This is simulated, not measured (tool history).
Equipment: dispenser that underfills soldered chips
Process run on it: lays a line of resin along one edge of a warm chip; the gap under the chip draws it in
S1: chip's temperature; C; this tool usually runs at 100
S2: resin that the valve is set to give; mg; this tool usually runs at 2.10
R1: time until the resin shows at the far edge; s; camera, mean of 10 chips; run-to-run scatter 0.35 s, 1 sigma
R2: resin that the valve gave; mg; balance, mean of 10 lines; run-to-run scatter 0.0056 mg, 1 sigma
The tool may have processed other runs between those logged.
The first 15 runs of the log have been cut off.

run   hour   S1    S2    R1     R2
      53.7  -- new syringe of resin
 16   53.9  100  2.16  19.9  2.091
 17   57.6  100  2.10  21.3  2.024
 18   61.1   89  2.10  30.9  2.026
 19   65.1   94  2.01  29.3  1.936
 20   67.2   94  2.01  31.6  1.929
      67.9  -- new syringe of resin
      72.6  -- dispensing valve cleaned and set on the balance
 21   73.0  103  1.97  19.0  1.964
 22   75.5  104  1.83  20.9  1.829
 23   79.3  104  1.83  22.4  1.822
 24   81.8  115  2.61  16.0  2.597
      82.8  -- new syringe of resin
 25   86.3  114  2.01  14.2  1.996
 26   89.8   99  2.25  23.0  2.218
 27   94.3   93  1.83  31.4  1.801
      96.7  -- new syringe of resin
 28   99.4   89  2.12  28.8  2.094
 29  104.3   89  2.12  31.6  2.085
 30  107.2  109  2.07  19.4  2.034
     110.9  -- new syringe of resin
 31  111.0  109  2.14  14.8  2.111
 32  115.9  102  1.80  21.2  1.757
 33  119.6  102  1.80  23.6  1.758
 34  124.3  100  2.10  27.0  2.038

What will run 35 give?
     125.0  -- new syringe of resin
 35  126.8  108  2.23   ?   ?

{"run 35": {"R1": 16.2, "R2": 2.189}}
Without the tool's hidden state the same run would have given R1 15.1 s, R2 2.246 mg.
